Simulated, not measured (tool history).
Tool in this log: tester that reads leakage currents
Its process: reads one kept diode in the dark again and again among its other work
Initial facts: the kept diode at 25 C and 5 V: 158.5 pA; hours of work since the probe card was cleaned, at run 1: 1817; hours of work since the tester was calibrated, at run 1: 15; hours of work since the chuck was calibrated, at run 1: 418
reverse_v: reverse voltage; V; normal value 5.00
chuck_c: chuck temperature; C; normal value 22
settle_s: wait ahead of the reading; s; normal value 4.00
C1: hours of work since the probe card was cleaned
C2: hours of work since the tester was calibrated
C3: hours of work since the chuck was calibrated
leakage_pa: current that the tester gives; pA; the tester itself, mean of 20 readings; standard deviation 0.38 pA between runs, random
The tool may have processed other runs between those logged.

Run 1, day 0.000: usual settings; C1 1817; C2 15; C3 418. Result: leakage_pa 122.21 pA.
Run 2, day 1.054: usual settings; C1 1837; C2 35; C3 438. Result: leakage_pa 121.11 pA.
Run 3, day 2.483: usual settings; C1 1865; C2 63; C3 466. Result: leakage_pa 121.31 pA.
Run 4, day 3.325: usual settings but chuck_c 31 C; C1 1881; C2 79; C3 482. Result: leakage_pa 237.97 pA.
Run 5, day 4.817: usual settings; C1 1909; C2 108; C3 510. Result: leakage_pa 119.99 pA.
Run 6, day 5.738: usual settings but settle_s 0.49 s; C1 1927; C2 125; C3 528. Result: leakage_pa 122.20 pA.
Run 7, day 7.258: usual settings but chuck_c 34 C, settle_s 0.49 s; C1 1956; C2 154; C3 557. Result: leakage_pa 296.87 pA.
Run 8, day 8.417: usual settings but settle_s 1.27 s; C1 1978; C2 177; C3 580. Result: leakage_pa 119.42 pA.
Run 9, day 9.646: usual settings but settle_s 0.57 s; C1 2002; C2 200; C3 603. Result: leakage_pa 120.11 pA.
Run 10, day 10.925: usual settings but chuck_c 23 C; C1 2027; C2 225; C3 628. Result: leakage_pa 127.86 pA.
Run 11, day 11.808: usual settings; C1 2044; C2 242; C3 645. Result: leakage_pa 117.76 pA.
Run 12, day 12.958: usual settings; C1 2066; C2 264; C3 667. Result: leakage_pa 117.51 pA.
Run 13, day 13.900: usual settings; C1 2084; C2 282; C3 685. Result: leakage_pa 116.97 pA.
At day 14.183: chuck's temperature calibrated.
Run 14, day 14.800: usual settings; C1 2099; C2 298; C3 12. Result: leakage_pa 132.52 pA.
Run 15, day 15.842: usual settings; C1 2119; C2 318; C3 32. Result: leakage_pa 131.29 pA.
Run 16, day 17.175: usual settings but settle_s 3.67 s; C1 2145; C2 343; C3 57. Result: leakage_pa 132.20 pA.
Run 17, day 18.629: usual settings but settle_s 3.67 s; C1 2173; C2 371; C3 85. Result: leakage_pa 130.77 pA.
Run 18, day 19.329: usual settings but settle_s 3.67 s; C1 2186; C2 384; C3 99. Result: leakage_pa 130.90 pA.
Run 19, day 20.871: usual settings but settle_s 3.67 s; C1 2216; C2 414; C3 128. Result: leakage_pa 130.66 pA.
Run 20, day 21.583: usual settings but settle_s 3.67 s; C1 2229; C2 428; C3 142. Result: leakage_pa 130.33 pA.
Run 21, day 22.371: usual settings but settle_s 3.67 s; C1 2245; C2 443; C3 157. Result: leakage_pa 129.41 pA.
Run 22, day 23.258: usual settings but chuck_c 34 C, settle_s 3.67 s; C1 2262; C2 460; C3 174. Result: leakage_pa 315.66 pA.
Run 23, day 24.292: usual settings but chuck_c 33 C; C1 2281; C2 480; C3 194. Result: leakage_pa 292.92 pA.
Run 24, day 24.967: usual settings but reverse_v 1.84 V, settle_s 5.32 s; C1 2294; C2 493; C3 207. Result: leakage_pa 82.37 pA.
Run 25, day 25.817: usual settings but chuck_c 25 C, settle_s 2.55 s; C1 2311; C2 509; C3 223. Result: leakage_pa 160.92 pA.
Run 26, day 26.838: usual settings but reverse_v 13.23 V, chuck_c 24 C, settle_s 1.43 s; C1 2330; C2 528; C3 243. Result: leakage_pa 235.35 pA.
Run 27, day 27.583: usual settings but reverse_v 13.23 V, chuck_c 24 C, settle_s 5.84 s; C1 2345; C2 543; C3 257. Result: leakage_pa 234.75 pA.
Run 28, day 28.812: usual settings but reverse_v 10.81 V, chuck_c 31 C, settle_s 1.71 s; C1 2368; C2 566; C3 281. Result: leakage_pa 350.46 pA.
Run 29, day 29.708: usual settings but reverse_v 10.81 V, chuck_c 31 C, settle_s 1.71 s; C1 2385; C2 583; C3 298. Result: leakage_pa 350.99 pA.
Run 30, day 30.700: usual settings but reverse_v 1.24 V, chuck_c 47 C, settle_s 0.43 s; C1 2404; C2 603; C3 317. Result: leakage_pa 425.56 pA.
Run 31, day 31.608: usual settings but reverse_v 1.24 V, chuck_c 47 C, settle_s 0.43 s; C1 2422; C2 620; C3 334. Result: leakage_pa 424.48 pA.
Run 32, day 32.904: usual settings but reverse_v 6.66 V, settle_s 1.36 s; C1 2447; C2 645; C3 359. Result: leakage_pa 144.47 pA.
Run 33, day 33.808: usual settings but settle_s 1.58 s; C1 2464; C2 662; C3 376. Result: leakage_pa 125.58 pA.
Run 34, day 34.975: usual settings but settle_s 4.38 s; C1 2486; C2 684; C3 399. Result: leakage_pa 125.48 pA.
Run 35, day 35.679: usual settings but reverse_v 6.70 V, chuck_c 48 C, settle_s 0.43 s; C1 2500; C2 698; C3 412. Result: leakage_pa 922.95 pA.
Run 36, day 36.342: usual settings but reverse_v 6.70 V, chuck_c 48 C, settle_s 0.43 s; C1 2513; C2 711; C3 425. Result: leakage_pa 922.17 pA.
Run 37, day 37.338: usual settings but chuck_c 49 C; C1 2532; C2 730; C3 444. Result: leakage_pa 868.12 pA.
Run 38, day 38.488: usual settings but reverse_v 15.13 V, chuck_c 45 C; C1 2554; C2 752; C3 466. Result: leakage_pa 1061.19 pA.
Run 39, day 40.008: usual settings but reverse_v 15.13 V, chuck_c 45 C; C1 2583; C2 781; C3 495. Result: leakage_pa 1058.90 pA.

Below, each run's measurement less what the same run would have read without the hidden state. Both values contain the same run-to-run variation, but the gauge's scatter may not be the same in both:
Hidden state at play: stray current of the dirty probe card, pA a volt; current scale over the true one, %; true chuck temperature over the reading, C; drift of the gauge itself on leakage_pa, %.
run  leakage_pa
  1       -3.39
  2       -3.69
  3       -4.15
  4      -13.51
  5       -4.87
  6       -5.19
  7      -21.13
  8       -5.94
  9       -6.38
 10       -7.78
 11       -7.08
 12       -7.43
 13       -7.71
 14       +7.19
 15       +6.78
 16       +6.37
 17       +5.82
 18       +5.60
 19       +5.08
 20       +4.83
 21       +4.54
 22       +0.76
 23       +0.30
 24       +0.41
 25       +2.46
 26      +11.67
 27      +11.28
 28       +2.69
 29       +1.82
 30      -15.23
 31      -16.18
 32       +2.55
 33       +0.63
 34       +0.23
 35      -39.27
 36      -40.82
 37      -42.81
 38      -42.81
 39      -46.80
